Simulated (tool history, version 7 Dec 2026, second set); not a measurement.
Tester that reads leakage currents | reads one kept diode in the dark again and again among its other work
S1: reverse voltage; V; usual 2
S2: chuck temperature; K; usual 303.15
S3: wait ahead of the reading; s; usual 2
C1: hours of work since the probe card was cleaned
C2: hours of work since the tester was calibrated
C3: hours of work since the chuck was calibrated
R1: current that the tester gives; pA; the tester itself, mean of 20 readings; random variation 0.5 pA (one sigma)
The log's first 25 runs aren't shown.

run    hour     S1      S2    S3   C1   C2   C3       R1
 26  1059.2   3.24  303.15  0.46  292  636  286   231.22
 27  1111.3   3.24  303.15  0.46  319  663  312   233.79
 28  1159.7   1.97  303.15  3.35  343  687  337    187.8
 29  1191.9      2  299.15     2  360  704  353   131.41
 30  1226.5      2  317.15  0.48  377  721  371   656.05
 31    1265      2  317.15  0.48  397  741  390   663.16
 32  1295.4      2  317.15  0.48  412  756  406    663.7
 33  1343.4      2  302.15  1.27  437  781  430   178.86
 34    1390  12.93  314.15  1.49  461  805  454  1159.27
 35  1417.3  12.93  314.15  1.49  475  818  468  1166.57
 36  1474.9    3.7  314.15  1.49  504  848  497   689.19

Forecast each of these 5 alternatives for the next run:
  A  1502.5   4.24  311.15  0.82  518  862  511   ?
  B  1502.5   1.51  319.15  1.49  518  862  511   ?
  C  1502.5   3.35  314.15  0.64  518  862  511   ?
  D  1502.5   5.27  300.15  1.36  518  862  511   ?
  E  1502.5  10.01  315.15  1.72  518  862  511   ?

run       R1
  A   565.57
  B   715.96
  C   664.46
  D   232.47
  E  1158.87
Without the tool's hidden state the same runs would have given:
run      R1
  A  472.17
  B     604
  C   557.1
  D  190.43
  E  970.97
